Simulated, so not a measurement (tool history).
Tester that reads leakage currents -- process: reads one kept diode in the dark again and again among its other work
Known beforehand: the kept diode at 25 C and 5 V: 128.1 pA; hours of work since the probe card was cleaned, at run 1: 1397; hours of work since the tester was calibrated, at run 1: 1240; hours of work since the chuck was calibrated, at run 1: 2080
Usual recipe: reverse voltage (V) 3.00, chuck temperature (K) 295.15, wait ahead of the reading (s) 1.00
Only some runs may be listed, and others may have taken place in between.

run,hour,reverse voltage (V),chuck temperature (K),wait ahead of the reading (s),hours of work since the probe card was cleaned,hours of work since the tester was calibrated,hours of work since the chuck was calibrated,current that the tester gives (pA)
1,0.0,3.00,295.15,1.00,1397,1240,2080,67.29
2,18.2,3.00,295.15,1.00,1411,1254,2094,67.65
# hour 43.1: chuck's temperature calibrated
3,43.1,9.57,295.15,1.00,1428,1271,0,159.27
4,85.5,9.57,295.15,1.00,1460,1303,32,159.55
5,108.0,9.57,295.15,1.00,1477,1320,49,159.40
6,136.0,9.57,295.15,1.00,1498,1341,70,158.60
7,168.9,9.57,295.15,1.00,1522,1365,94,158.66
8,209.1,9.57,295.15,1.00,1552,1396,124,159.06
9,238.6,9.57,295.15,1.00,1575,1418,147,159.54
10,274.7,3.00,295.15,1.42,1602,1445,174,78.56
11,313.0,3.30,295.15,1.42,1630,1474,202,82.59
12,336.4,3.00,295.15,1.00,1648,1491,220,78.20
13,377.6,3.00,295.15,1.00,1679,1522,251,78.30
14,419.4,3.00,295.15,1.00,1710,1553,282,78.26
15,449.4,3.97,305.15,1.00,1733,1576,305,191.71
16,488.0,2.12,293.15,0.93,1761,1605,333,53.76
17,525.7,2.60,293.15,0.93,1790,1633,362,61.64
18,553.7,2.60,319.15,5.81,1811,1654,383,390.58
19,575.2,18.93,295.15,0.35,1827,1670,399,247.04
20,593.7,3.00,295.15,0.52,1841,1684,413,78.06
21,623.3,14.16,297.15,1.00,1863,1706,435,233.67
22,652.2,12.47,301.15,1.38,1885,1728,457,283.81
23,674.1,3.00,313.15,0.59,1901,1744,473,282.20
24,706.6,16.51,302.15,1.15,1925,1769,497,359.91
25,741.0,16.51,300.15,1.42,1951,1794,523,314.97
26,776.7,12.31,312.15,3.25,1978,1821,550,607.90
27,808.8,12.31,298.15,3.25,2002,1845,574,226.83

Hidden condition of the tool, last listed run before each entry between runs versus first listed run after:
Runs 2 to 3: chuck's temperature calibrated (hour 43.1)
  stray current of the dirty probe card, pA a volt: 1.018 -> 1.029; current scale over the true one, %: 0.36 -> 0.37; true chuck temperature over the reading, C: -2.1 -> 0
  measured minus no-state result, current that the tester gives (pA): -8.30 -> +10.23

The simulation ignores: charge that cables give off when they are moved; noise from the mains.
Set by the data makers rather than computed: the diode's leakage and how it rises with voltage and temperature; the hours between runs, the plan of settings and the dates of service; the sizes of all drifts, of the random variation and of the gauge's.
